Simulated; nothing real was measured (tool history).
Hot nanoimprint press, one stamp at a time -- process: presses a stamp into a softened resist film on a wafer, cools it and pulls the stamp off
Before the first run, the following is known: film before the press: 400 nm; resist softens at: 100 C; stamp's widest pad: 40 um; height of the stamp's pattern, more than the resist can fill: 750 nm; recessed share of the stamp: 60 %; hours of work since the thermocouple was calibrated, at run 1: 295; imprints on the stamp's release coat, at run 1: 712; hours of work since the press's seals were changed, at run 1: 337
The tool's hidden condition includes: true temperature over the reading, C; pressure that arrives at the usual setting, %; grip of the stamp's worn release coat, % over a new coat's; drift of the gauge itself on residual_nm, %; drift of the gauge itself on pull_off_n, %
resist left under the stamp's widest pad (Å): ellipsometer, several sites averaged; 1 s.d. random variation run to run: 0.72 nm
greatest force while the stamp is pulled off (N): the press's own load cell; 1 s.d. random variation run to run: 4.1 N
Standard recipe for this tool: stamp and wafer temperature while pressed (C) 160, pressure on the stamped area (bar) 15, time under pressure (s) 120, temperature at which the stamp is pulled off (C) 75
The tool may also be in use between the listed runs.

run   hour  stamp and wafer temperature while pressed (C)  pressure on the stamped area (bar)  time under pressure (s)  temperature at which the stamp is pulled off (C)  hours of work since the thermocouple was calibrated  imprints on the stamp's release coat  hours of work since the press's seals were changed  resist left under the stamp's widest pad (Å)  greatest force while the stamp is pulled off (N)
  1      0                                            160                                  15                      120                                                75                                                  295                                   712                                                 337                                          2126                                               199
  2   14.2                                            160                                  15                      182                                                75                                                  303                                   736                                                 345                                          1811                                               198
  3   26.5                                            160                                  15                      182                                                64                                                  309                                   757                                                 351                                          1813                                               264
      39.7  -- plate thermocouple calibrated
  4   43.8                                            160                                  15                      182                                                64                                                    2                                   782                                                 358                                          1806                                               251
  5   55.4                                            160                                  15                      182                                                64                                                    8                                   801                                                 364                                          1811                                               254
  6   63.4                                            160                                  15                      182                                                64                                                   12                                   815                                                 368                                          1807                                               251
  7   74.7                                            160                                18.8                      120                                                75                                                   18                                   834                                                 374                                          1931                                               199
  8   85.1                                            160                                18.8                      120                                                75                                                   23                                   852                                                 379                                          1934                                               198
  9   96.8                                            160                                10.5                      120                                                75                                                   29                                   872                                                 385                                          2414                                               199
 10  105.8                                            160                                20.7                      120                                                75                                                   34                                   887                                                 390                                          1859                                               204
 11  116.1                                            160                                13.5                      120                                                75                                                   39                                   905                                                 395                                          2192                                               198
 12  125.3                                            160                                13.5                      120                                                75                                                   44                                   920                                                 400                                          2196                                               197
 13  132.2                                            156                                14.1                      120                                                75                                                   47                                   932                                                 403                                          2457                                               205
 14    144                                            156                                14.1                      120                                                75                                                   53                                   952                                                 409                                          2474                                               197
 15  153.2                                            156                                14.1                      120                                                75                                                   58                                   968                                                 414                                          2469                                               198

What will run 16 give?
 16  164.8                                            167                                14.1                       62                                                75                                                   64                                   988                                                 420                                             ?                                                 ?

Run 16 produced resist left under the stamp's widest pad (Å) 2151, greatest force while the stamp is pulled off (N) 197.
With the hidden condition absent and the run-to-run variation left alone, this run would have shown resist left under the stamp's widest pad (Å) 2174, greatest force while the stamp is pulled off (N) 196.
